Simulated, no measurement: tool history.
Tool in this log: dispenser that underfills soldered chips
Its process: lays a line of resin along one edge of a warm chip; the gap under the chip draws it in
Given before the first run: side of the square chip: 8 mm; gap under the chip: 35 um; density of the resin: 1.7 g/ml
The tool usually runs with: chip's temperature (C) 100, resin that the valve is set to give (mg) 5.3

run	day	chip's temperature (C)	resin that the valve is set to give (mg)	time until the resin shows at the far edge (s)	resin that the valve gave (mg)
1	0	100	5.3	134.5	5.304
2	0.258	100	5.34	171.4	5.337
# day 0.308: new syringe of resin
3	0.496	100	6.17	106.7	6.163
4	0.817	100	5.3	146.2	5.287
5	1.046	100	5.3	176.7	5.269
# day 1.092: new syringe of resin
6	1.308	100	5.3	113.4	5.293
7	1.654	100	5.3	154.4	5.264
# day 1.858: new syringe of resin
8	1.962	100	5.3	103.3	5.262
9	2.242	100	5.3	133.7	5.248
10	2.408	100	5.3	149.5	5.255
# day 2.567: dispensing valve cleaned and set on the balance
# day 2.667: new syringe of resin
11	2.788	89	6.32	163.1	6.318
12	3.004	100	6.19	120.6	6.191
13	3.342	100	6.19	164.1	6.172
# day 3.458: new syringe of resin
14	3.6	100	6.19	102.2	6.164
15	3.912	113	6.05	79.4	6.036
16	4.121	113	6.05	97.3	6.031
# day 4.225: new syringe of resin
17	4.358	109	6.05	74	6.032
18	4.604	96	6.05	150.8	6
19	4.904	90	6.14	254.8	6.095

Here are 3 independent what-if runs from the current tool condition. What would each one return?
# day 5.017: new syringe of resin
A	5.2	99	5.91	?	?
# day 5.017: new syringe of resin
B	5.2	106	5.82	?	?
# day 5.017: new syringe of resin
C	5.2	90	5.22	?	?

run	time until the resin shows at the far edge (s)	resin that the valve gave (mg)
A	112.8	5.863
B	83.8	5.769
C	168.1	5.189
Without the tool's unlogged condition, the same runs would have read:
run	time until the resin shows at the far edge (s)	resin that the valve gave (mg)
A	94	5.916
B	69.9	5.821
C	140.1	5.236
